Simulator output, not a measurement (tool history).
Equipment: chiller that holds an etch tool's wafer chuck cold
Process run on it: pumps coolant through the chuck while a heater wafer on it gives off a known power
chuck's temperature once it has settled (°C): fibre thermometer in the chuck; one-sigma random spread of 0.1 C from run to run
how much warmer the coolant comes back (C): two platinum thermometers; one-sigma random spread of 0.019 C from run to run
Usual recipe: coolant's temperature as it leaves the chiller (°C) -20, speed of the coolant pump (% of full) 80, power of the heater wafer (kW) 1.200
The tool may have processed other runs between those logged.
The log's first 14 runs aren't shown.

| run | hour | coolant's temperature as it leaves the chiller (°C) | speed of the coolant pump (% of full) | power of the heater wafer (kW) | chuck's temperature once it has settled (°C) | how much warmer the coolant comes back (C) |
|---|---|---|---|---|---|---|
| 15 | 362.2 | -16 | 80 | 1.200 | -6.4 | 2.54 |
| 16 | 383.0 | -20 | 80 | 1.417 | -8.5 | 3.02 |
| 17 | 415.6 | -20 | 80 | 1.417 | -8.4 | 3.03 |
| 18 | 442.6 | -20 | 84 | 1.122 | -11.5 | 2.26 |
| 19 | 458.4 | -20 | 83 | 1.084 | -11.5 | 2.23 |
| 20 | 475.6 | -12 | 73 | 1.065 | -3.1 | 2.49 |
| 21 | 494.9 | -20 | 80 | 1.776 | -5.3 | 3.77 |
| 22 | 522.2 | -19 | 94 | 0.714 | -14.1 | 1.30 |
| 23 | 542.5 | -20 | 86 | 1.784 | -5.9 | 3.53 |
| 24 | 560.9 | -29 | 80 | 1.788 | -14.3 | 3.82 |
| 25 | 595.4 | -29 | 80 | 1.788 | -14.3 | 3.82 |
| 26 | 611.7 | -14 | 60 | 0.729 | -7.3 | 2.09 |
| 27 | 639.1 | -15 | 80 | 1.200 | -5.3 | 2.58 |
| 28 | 667.6 | -15 | 80 | 1.200 | -5.3 | 2.55 |
| 29 | 692.7 | -15 | 80 | 1.200 | -5.3 | 2.56 |
| 30 | 715.1 | -11 | 91 | 0.617 | -6.6 | 1.16 |
| 31 | 747.3 | -11 | 91 | 0.617 | -6.5 | 1.17 |
| 32 | 761.9 | -14 | 81 | 1.664 | -0.2 | 3.53 |
| 33 | 793.7 | -15 | 81 | 0.636 | -10.0 | 1.32 |

Consider 3 possible next runs. They are alternatives, not a sequence: every one starts from the tool as it was left by run 33. What does each give?
| A | 821.4 | -17 | 76 | 0.738 | ? | ? |
| B | 821.4 | -25 | 64 | 1.585 | ? | ? |
| C | 821.4 | -23 | 73 | 0.992 | ? | ? |

| run | chuck's temperature once it has settled (°C) | how much warmer the coolant comes back (C) |
|---|---|---|
| A | -11.1 | 1.68 |
| B | -10.2 | 4.27 |
| C | -14.6 | 2.31 |
Take away the tool's hidden state, keep each run's random variation, and the runs would have read:
| run | chuck's temperature once it has settled (°C) | how much warmer the coolant comes back (C) |
|---|---|---|
| A | -11.4 | 1.67 |
| B | -11.6 | 4.23 |
| C | -15.2 | 2.30 |
